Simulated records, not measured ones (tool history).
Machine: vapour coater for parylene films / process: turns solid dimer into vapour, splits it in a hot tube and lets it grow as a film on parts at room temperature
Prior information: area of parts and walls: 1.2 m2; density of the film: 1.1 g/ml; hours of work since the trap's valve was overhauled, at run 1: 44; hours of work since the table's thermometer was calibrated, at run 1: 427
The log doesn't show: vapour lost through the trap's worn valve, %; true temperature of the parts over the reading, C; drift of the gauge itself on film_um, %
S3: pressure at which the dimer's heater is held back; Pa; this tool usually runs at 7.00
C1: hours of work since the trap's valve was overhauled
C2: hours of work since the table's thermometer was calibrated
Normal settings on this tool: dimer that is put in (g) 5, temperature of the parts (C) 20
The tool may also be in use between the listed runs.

run 1 hour=0.0 | dimer_that_is_put_in_(g)=5 temperature_of_the_parts_(C)=20 S3=7.00 | C1=44 C2=427 | thickness_of_the_film_(µm)=1.75
run 2 hour=13.7 | dimer_that_is_put_in_(g)=5 temperature_of_the_parts_(C)=20 S3=7.00 | C1=55 C2=438 | thickness_of_the_film_(µm)=1.75
run 3 hour=29.1 | dimer_that_is_put_in_(g)=5 temperature_of_the_parts_(C)=20 S3=7.00 | C1=67 C2=450 | thickness_of_the_film_(µm)=1.73
run 4 hour=39.4 | dimer_that_is_put_in_(g)=5 temperature_of_the_parts_(C)=20 S3=4.33 | C1=75 C2=458 | thickness_of_the_film_(µm)=1.80
run 5 hour=59.5 | dimer_that_is_put_in_(g)=5 temperature_of_the_parts_(C)=20 S3=7.00 | C1=91 C2=474 | thickness_of_the_film_(µm)=1.77
run 6 hour=69.7 | dimer_that_is_put_in_(g)=5 temperature_of_the_parts_(C)=20 S3=7.00 | C1=99 C2=482 | thickness_of_the_film_(µm)=1.74
run 7 hour=86.3 | dimer_that_is_put_in_(g)=5 temperature_of_the_parts_(C)=17 S3=7.00 | C1=112 C2=495 | thickness_of_the_film_(µm)=1.90
run 8 hour=107.6 | dimer_that_is_put_in_(g)=5 temperature_of_the_parts_(C)=17 S3=7.00 | C1=129 C2=512 | thickness_of_the_film_(µm)=1.92
run 9 hour=119.9 | dimer_that_is_put_in_(g)=5 temperature_of_the_parts_(C)=17 S3=7.00 | C1=139 C2=521 | thickness_of_the_film_(µm)=1.91
run 10 hour=136.7 | dimer_that_is_put_in_(g)=4 temperature_of_the_parts_(C)=17 S3=7.00 | C1=152 C2=535 | thickness_of_the_film_(µm)=1.46
run 11 hour=154.5 | dimer_that_is_put_in_(g)=4 temperature_of_the_parts_(C)=17 S3=3.04 | C1=166 C2=549 | thickness_of_the_film_(µm)=1.66
run 12 hour=169.2 | dimer_that_is_put_in_(g)=5 temperature_of_the_parts_(C)=20 S3=4.95 | C1=178 C2=560 | thickness_of_the_film_(µm)=1.72
run 13 hour=181.3 | dimer_that_is_put_in_(g)=5 temperature_of_the_parts_(C)=20 S3=4.95 | C1=188 C2=570 | thickness_of_the_film_(µm)=1.75
run 14 hour=196.6 | dimer_that_is_put_in_(g)=5 temperature_of_the_parts_(C)=20 S3=4.95 | C1=200 C2=582 | thickness_of_the_film_(µm)=1.73
run 15 hour=216.7 | dimer_that_is_put_in_(g)=5 temperature_of_the_parts_(C)=20 S3=4.95 | C1=216 C2=598 | thickness_of_the_film_(µm)=1.73
run 16 hour=239.8 | dimer_that_is_put_in_(g)=5 temperature_of_the_parts_(C)=20 S3=4.95 | C1=234 C2=616 | thickness_of_the_film_(µm)=1.73
run 17 hour=259.8 | dimer_that_is_put_in_(g)=5 temperature_of_the_parts_(C)=20 S3=4.95 | C1=250 C2=632 | thickness_of_the_film_(µm)=1.68
run 18 hour=279.7 | dimer_that_is_put_in_(g)=5 temperature_of_the_parts_(C)=21 S3=7.00 | C1=265 C2=648 | thickness_of_the_film_(µm)=1.54
run 19 hour=299.1 | dimer_that_is_put_in_(g)=5 temperature_of_the_parts_(C)=28 S3=2.67 | C1=281 C2=663 | thickness_of_the_film_(µm)=1.36
-- hour=305.0 trap's valve overhauled
run 20 hour=320.5 | dimer_that_is_put_in_(g)=5 temperature_of_the_parts_(C)=18 S3=4.17 | C1=12 C2=677 | thickness_of_the_film_(µm)=1.79
run 21 hour=335.6 | dimer_that_is_put_in_(g)=2 temperature_of_the_parts_(C)=18 S3=2.44 | C1=24 C2=689 | thickness_of_the_film_(µm)=0.80
-- hour=352.4 trap's valve overhauled, once more
run 22 hour=353.6 | dimer_that_is_put_in_(g)=2 temperature_of_the_parts_(C)=31 S3=3.84 | C1=1 C2=700 | thickness_of_the_film_(µm)=0.52
run 23 hour=369.8 | dimer_that_is_put_in_(g)=2 temperature_of_the_parts_(C)=17 S3=9.12 | C1=14 C2=712 | thickness_of_the_film_(µm)=0.75
run 24 hour=381.4 | dimer_that_is_put_in_(g)=5 temperature_of_the_parts_(C)=17 S3=5.73 | C1=23 C2=722 | thickness_of_the_film_(µm)=1.93

The next listed run, before its measurement:
run 25 hour=400.3 | dimer_that_is_put_in_(g)=2 temperature_of_the_parts_(C)=20 S3=4.36 | C1=38 C2=737 | thickness_of_the_film_(µm)=?

{"run 25": {"thickness of the film (µm)": 0.7}}
Were there no unlogged condition in the tool, this run, its random variation unchanged, would have produced thickness of the film (µm) 0.73.
